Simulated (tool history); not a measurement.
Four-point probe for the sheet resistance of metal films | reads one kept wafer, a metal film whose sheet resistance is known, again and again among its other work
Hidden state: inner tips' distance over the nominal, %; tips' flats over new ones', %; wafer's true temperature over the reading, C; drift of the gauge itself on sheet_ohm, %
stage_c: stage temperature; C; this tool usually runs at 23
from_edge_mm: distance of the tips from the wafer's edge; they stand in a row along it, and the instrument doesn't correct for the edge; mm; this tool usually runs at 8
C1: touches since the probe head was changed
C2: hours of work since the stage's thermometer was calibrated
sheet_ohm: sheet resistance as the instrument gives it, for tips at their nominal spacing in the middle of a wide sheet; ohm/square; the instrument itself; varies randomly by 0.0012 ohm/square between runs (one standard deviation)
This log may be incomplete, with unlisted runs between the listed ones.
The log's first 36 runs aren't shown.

Run 37, hour 474.9: usual settings but stage_c 22 C, from_edge_mm 4 mm; C1 9479; C2 55. Result: sheet_ohm 6.148844 ohm/square.
Run 38, hour 490.7: usual settings but stage_c 24 C, from_edge_mm 5 mm; C1 9747; C2 62. Result: sheet_ohm 6.125438 ohm/square.
Run 39, hour 504.7: usual settings but stage_c 26 C, from_edge_mm 3 mm; C1 9984; C2 68. Result: sheet_ohm 6.179483 ohm/square.
Run 40, hour 517.2: usual settings but stage_c 26 C, from_edge_mm 3 mm; C1 10197; C2 74. Result: sheet_ohm 6.178596 ohm/square.
Run 41, hour 529: usual settings but stage_c 27 C, from_edge_mm 16 mm; C1 10397; C2 79. Result: sheet_ohm 6.090033 ohm/square.
Run 42, hour 541.1: usual settings but stage_c 18 C, from_edge_mm 27 mm; C1 10602; C2 84. Result: sheet_ohm 6.109418 ohm/square.
Run 43, hour 554.7: usual settings but stage_c 18 C, from_edge_mm 27 mm; C1 10832; C2 91. Result: sheet_ohm 6.107568 ohm/square.
Run 44, hour 562.9: usual settings but stage_c 20 C, from_edge_mm 11 mm; C1 10973; C2 94. Result: sheet_ohm 6.110479 ohm/square.

Here are 4 independent what-if runs from the current tool condition. What would each one return?
Run A, hour 578.9: usual settings but stage_c 21 C, from_edge_mm 75 mm; C1 11242; C2 101. Result: sheet_ohm ?.
Run B, hour 578.9: usual settings but stage_c 24 C, from_edge_mm 11 mm; C1 11242; C2 101. Result: sheet_ohm ?.
Run C, hour 578.9: usual settings but from_edge_mm 4 mm; C1 11242; C2 101. Result: sheet_ohm ?.
Run D, hour 578.9: usual settings but stage_c 19 C, from_edge_mm 11 mm; C1 11242; C2 101. Result: sheet_ohm ?.

run  sheet_ohm
  A   6.101434
  B   6.100643
  C   6.148249
  D   6.111387
What these runs would have given with no unlogged condition in the tool:
run  sheet_ohm
  A   6.094399
  B   6.093627
  C   6.141175
  D   6.104329
